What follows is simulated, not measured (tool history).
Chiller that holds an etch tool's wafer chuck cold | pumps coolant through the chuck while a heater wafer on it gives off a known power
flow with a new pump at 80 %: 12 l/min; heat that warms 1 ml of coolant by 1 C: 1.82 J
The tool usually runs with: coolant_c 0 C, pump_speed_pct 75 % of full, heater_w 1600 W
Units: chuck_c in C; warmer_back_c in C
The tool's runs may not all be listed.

Run 1, hour 0.0: usual settings. Result: chuck_c 16.0 C, warmer_back_c 4.85 C.
Run 2, hour 54.4: usual settings. Result: chuck_c 16.0 C, warmer_back_c 4.78 C.
Run 3, hour 138.3: usual settings. Result: chuck_c 16.1 C, warmer_back_c 4.85 C.
Run 4, hour 230.4: usual settings. Result: chuck_c 16.1 C, warmer_back_c 4.84 C.
At hour 289.4: chiller's thermometer calibrated.
Run 5, hour 320.9: usual settings. Result: chuck_c 15.5 C, warmer_back_c 4.82 C.
Run 6, hour 371.1: usual settings. Result: chuck_c 15.5 C, warmer_back_c 4.83 C.
Run 7, hour 427.3: usual settings. Result: chuck_c 15.6 C, warmer_back_c 4.86 C.
Run 8, hour 516.5: usual settings. Result: chuck_c 15.6 C, warmer_back_c 4.82 C.
Run 9, hour 559.5: usual settings. Result: chuck_c 15.6 C, warmer_back_c 4.86 C.
Run 10, hour 642.7: usual settings. Result: chuck_c 15.8 C, warmer_back_c 4.85 C.
Run 11, hour 719.3: usual settings. Result: chuck_c 15.7 C, warmer_back_c 4.89 C.
Run 12, hour 794.0: usual settings but heater_w 1861 W. Result: chuck_c 18.6 C, warmer_back_c 5.65 C.
Run 13, hour 851.4: usual settings but heater_w 1861 W. Result: chuck_c 18.6 C, warmer_back_c 5.64 C.
Run 14, hour 916.8: usual settings but coolant_c -8 C, pump_speed_pct 63 % of full, heater_w 1861 W. Result: chuck_c 13.3 C, warmer_back_c 6.96 C.
Run 15, hour 1009.5: usual settings but coolant_c -8 C, pump_speed_pct 63 % of full, heater_w 1861 W. Result: chuck_c 13.2 C, warmer_back_c 6.93 C.
Run 16, hour 1091.6: usual settings but coolant_c -8 C, pump_speed_pct 85 % of full, heater_w 1764 W. Result: chuck_c 8.2 C, warmer_back_c 4.67 C.
Run 17, hour 1140.9: usual settings but coolant_c -7 C, pump_speed_pct 72 % of full, heater_w 1464 W. Result: chuck_c 8.3 C, warmer_back_c 4.69 C.
Run 18, hour 1233.6: usual settings but coolant_c 5 C, pump_speed_pct 91 % of full, heater_w 1021 W. Result: chuck_c 14.0 C, warmer_back_c 2.51 C.
Run 19, hour 1325.9: usual settings but coolant_c 5 C, pump_speed_pct 91 % of full, heater_w 1021 W. Result: chuck_c 13.8 C, warmer_back_c 2.52 C.
Run 20, hour 1375.1: usual settings but coolant_c -6 C, pump_speed_pct 82 % of full, heater_w 1212 W. Result: chuck_c 5.6 C, warmer_back_c 3.35 C.
Run 21, hour 1416.3: usual settings but pump_speed_pct 87 % of full, heater_w 1206 W. Result: chuck_c 11.0 C, warmer_back_c 3.12 C.
Run 22, hour 1477.2: usual settings but pump_speed_pct 65 % of full, heater_w 986 W. Result: chuck_c 11.2 C, warmer_back_c 3.61 C.
Run 23, hour 1571.6: usual settings but coolant_c 9 C, pump_speed_pct 70 % of full, heater_w 1081 W. Result: chuck_c 20.6 C, warmer_back_c 3.61 C.

Below are 5 alternative next runs, each starting from the tool's condition after run 23. Predict each:
Run A, hour 1633.6: usual settings but pump_speed_pct 92 % of full. Result: chuck_c ?, warmer_back_c ?.
Run B, hour 1633.6: usual settings but coolant_c 9 C, pump_speed_pct 97 % of full, heater_w 1665 W. Result: chuck_c ?, warmer_back_c ?.
Run C, hour 1633.6: usual settings but heater_w 1433 W. Result: chuck_c ?, warmer_back_c ?.
Run D, hour 1633.6: usual settings but coolant_c -3 C, pump_speed_pct 98 % of full, heater_w 829 W. Result: chuck_c ?, warmer_back_c ?.
Run E, hour 1633.6: usual settings but pump_speed_pct 80 % of full, heater_w 852 W. Result: chuck_c ?, warmer_back_c ?.

run  chuck_c  warmer_back_c
  A     14.1           3.85
  B     22.9           3.77
  C     14.6           4.39
  D      3.8           1.88
  E      8.4           2.45
Stripped of hidden state, with their random variation kept, the same runs would have yielded:
run  chuck_c  warmer_back_c
  A     11.2           3.71
  B     20.0           3.63
  C     11.7           4.23
  D      2.3           1.81
  E      6.6           2.36
